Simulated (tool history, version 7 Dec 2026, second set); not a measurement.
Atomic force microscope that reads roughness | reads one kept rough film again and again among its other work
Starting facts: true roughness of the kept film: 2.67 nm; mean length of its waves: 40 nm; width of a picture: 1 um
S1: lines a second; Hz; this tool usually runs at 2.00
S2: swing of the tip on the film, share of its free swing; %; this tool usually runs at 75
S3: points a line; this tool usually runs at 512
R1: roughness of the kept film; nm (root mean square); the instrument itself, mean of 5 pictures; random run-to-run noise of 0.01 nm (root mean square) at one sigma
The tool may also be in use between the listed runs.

| run | hour | S1 | S2 | S3 | R1 |
|---|---|---|---|---|---|
| 1 | 0.0 | 2.00 | 75 | 512 | 2.270 |
| 2 | 9.3 | 2.00 | 75 | 512 | 2.238 |
| 3 | 15.6 | 2.00 | 75 | 512 | 2.251 |
| 4 | 25.6 | 2.25 | 75 | 512 | 2.190 |
| 5 | 37.2 | 2.00 | 75 | 512 | 2.182 |
| 6 | 45.5 | 2.00 | 75 | 512 | 2.184 |
| 7 | 55.6 | 2.00 | 74 | 512 | 2.165 |
| 8 | 61.6 | 2.00 | 74 | 512 | 2.125 |
| 9 | 73.2 | 2.00 | 74 | 512 | 2.144 |
| 10 | 85.0 | 2.00 | 74 | 512 | 2.091 |
| 11 | 94.1 | 2.00 | 74 | 512 | 2.095 |
| 12 | 101.6 | 2.00 | 75 | 512 | 2.055 |
| 13 | 110.8 | 2.00 | 75 | 512 | 2.044 |
| 14 | 115.7 | 2.00 | 75 | 512 | 2.047 |
|  | 117.0 | new tip fitted |
| 15 | 123.9 | 2.00 | 75 | 512 | 2.303 |
| 16 | 129.4 | 2.74 | 75 | 512 | 2.226 |
| 17 | 141.1 | 2.00 | 75 | 512 | 2.266 |
| 18 | 152.5 | 2.00 | 75 | 512 | 2.251 |
| 19 | 159.9 | 2.00 | 75 | 512 | 2.233 |
| 20 | 166.8 | 2.00 | 75 | 512 | 2.226 |
| 21 | 176.5 | 2.00 | 75 | 609 | 2.198 |
| 22 | 186.1 | 2.00 | 75 | 609 | 2.188 |
| 23 | 196.9 | 2.00 | 75 | 609 | 2.151 |
| 24 | 201.8 | 0.99 | 56 | 512 | 2.312 |
| 25 | 208.1 | 0.99 | 56 | 413 | 2.281 |
| 26 | 218.6 | 1.60 | 72 | 377 | 2.169 |
| 27 | 223.9 | 1.60 | 72 | 377 | 2.150 |
| 28 | 229.6 | 1.60 | 72 | 377 | 2.146 |
| 29 | 239.4 | 0.81 | 81 | 331 | 2.132 |
| 30 | 248.8 | 2.94 | 75 | 693 | 1.969 |
|  | 254.9 | new tip fitted |
| 31 | 258.7 | 2.00 | 66 | 466 | 2.370 |
| 32 | 267.5 | 2.00 | 83 | 358 | 2.185 |
| 33 | 273.7 | 0.87 | 83 | 787 | 2.366 |
| 34 | 284.7 | 2.08 | 83 | 787 | 2.143 |
| 35 | 292.1 | 1.66 | 75 | 381 | 2.260 |
| 36 | 302.3 | 0.97 | 75 | 381 | 2.312 |
| 37 | 311.0 | 0.97 | 75 | 381 | 2.307 |
| 38 | 315.9 | 3.27 | 75 | 979 | 2.057 |
| 39 | 320.8 | 0.59 | 82 | 512 | 2.285 |
| 40 | 331.6 | 0.59 | 82 | 512 | 2.282 |
| 41 | 338.6 | 0.59 | 82 | 512 | 2.265 |
| 42 | 345.4 | 0.99 | 89 | 838 | 2.132 |
| 43 | 355.8 | 3.70 | 75 | 900 | 1.968 |
| 44 | 362.5 | 3.70 | 75 | 900 | 1.948 |
| 45 | 368.8 | 1.93 | 78 | 711 | 2.075 |

Pick out some run-to-run changes in R1. Of each, how much would a tool without hidden state show as well, from the settings, what came in and chance, and how much is left for the hidden state and any gauge scatter not in both results compared?
Unlogged tool condition in this case: radius of the tip, nm; height scale over the true one, %; drift of the gauge itself on roughness_nm, %.
Run 14 -> 15: new tip fitted. R1 +0.256 nm (root mean square): hidden state +0.275, all else -0.019.
Run 16 -> 17: S1 2.74 -> 2.00. R1 +0.040 nm (root mean square): hidden state -0.028, all else +0.068.
Run 30 -> 31: S1 2.94 -> 2.00, S2 75 -> 66, S3 693 -> 466, new tip fitted. R1 +0.401 nm (root mean square): hidden state +0.258, all else +0.143.
Run 37 -> 38: S1 0.97 -> 3.27, S3 381 -> 979. R1 -0.250 nm (root mean square): hidden state +0.002, all else -0.252.

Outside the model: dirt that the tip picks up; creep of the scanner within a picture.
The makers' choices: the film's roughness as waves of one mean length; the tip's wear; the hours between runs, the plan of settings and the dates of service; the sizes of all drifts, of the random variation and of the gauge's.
